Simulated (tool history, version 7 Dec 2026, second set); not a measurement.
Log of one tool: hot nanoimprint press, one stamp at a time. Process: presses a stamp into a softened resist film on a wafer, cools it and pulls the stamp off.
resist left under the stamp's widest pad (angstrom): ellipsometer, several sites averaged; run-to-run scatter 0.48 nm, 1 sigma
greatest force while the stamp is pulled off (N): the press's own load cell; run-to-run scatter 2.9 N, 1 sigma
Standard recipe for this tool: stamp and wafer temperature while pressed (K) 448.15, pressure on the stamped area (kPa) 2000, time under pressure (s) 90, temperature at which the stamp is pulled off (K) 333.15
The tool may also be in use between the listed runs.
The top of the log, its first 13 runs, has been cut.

run	hour	stamp and wafer temperature while pressed (K)	pressure on the stamped area (kPa)	time under pressure (s)	temperature at which the stamp is pulled off (K)	hours of work since the thermocouple was calibrated	imprints on the stamp's release coat	hours of work since the press's seals were changed	resist left under the stamp's widest pad (angstrom)	greatest force while the stamp is pulled off (N)
14	635.2	448.15	2000	90	332.15	356	1797	834	1397	201
15	703.2	448.15	2000	90	332.15	396	1950	875	1399	200
# hour 728.7: stamp cleaned and given a new release coat
16	769.5	448.15	2000	90	332.15	432	92	911	1391	140
17	802.4	455.15	1580	90	333.15	452	166	930	1228	138
18	857.4	455.15	1490	105	332.15	484	289	963	1183	146
19	925.4	455.15	1490	105	332.15	525	442	1003	1183	150
20	959.9	440.15	1940	63	318.15	545	519	1024	2082	190
21	995.8	436.15	1600	90	333.15	567	600	1045	2266	152
# hour 1034.5: plate thermocouple calibrated
22	1034.5	436.15	1600	61	339.15	0	680	1066	2530	136
23	1100.5	452.15	2000	80	333.15	39	828	1106	1292	158
24	1169.0	452.15	2000	80	333.15	80	982	1146	1290	166
25	1223.3	444.15	1310	90	333.15	112	1103	1179	1932	167
26	1265.8	444.15	1310	90	333.15	138	1199	1204	1927	171
27	1297.9	444.15	1310	90	333.15	157	1271	1223	1927	174
28	1364.4	439.15	1310	124	323.15	196	1420	1263	2035	215
29	1415.2	450.15	2000	64	333.15	226	1534	1293	1508	188
# hour 1451.8: press's hydraulic seals changed and the load cell set to zero
30	1479.6	442.15	2000	62	339.15	260	1661	17	1876	168
31	1520.1	440.15	2000	142	339.15	284	1752	41	1495	171

Alternative continuations, all from the tool just after run 31; predict every row:
A	1587.2	449.15	2000	142	337.15	324	1902	80	?	?
B	1587.2	457.15	2000	90	325.15	324	1902	80	?	?
C	1587.2	451.15	2000	48	339.15	324	1902	80	?	?

run	resist left under the stamp's widest pad (angstrom)	greatest force while the stamp is pulled off (N)
A	1064	177
B	980	224
C	1527	170
Without the tool's hidden state the same runs would have given:
run	resist left under the stamp's widest pad (angstrom)	greatest force while the stamp is pulled off (N)
A	1092	124
B	1003	157
C	1562	119
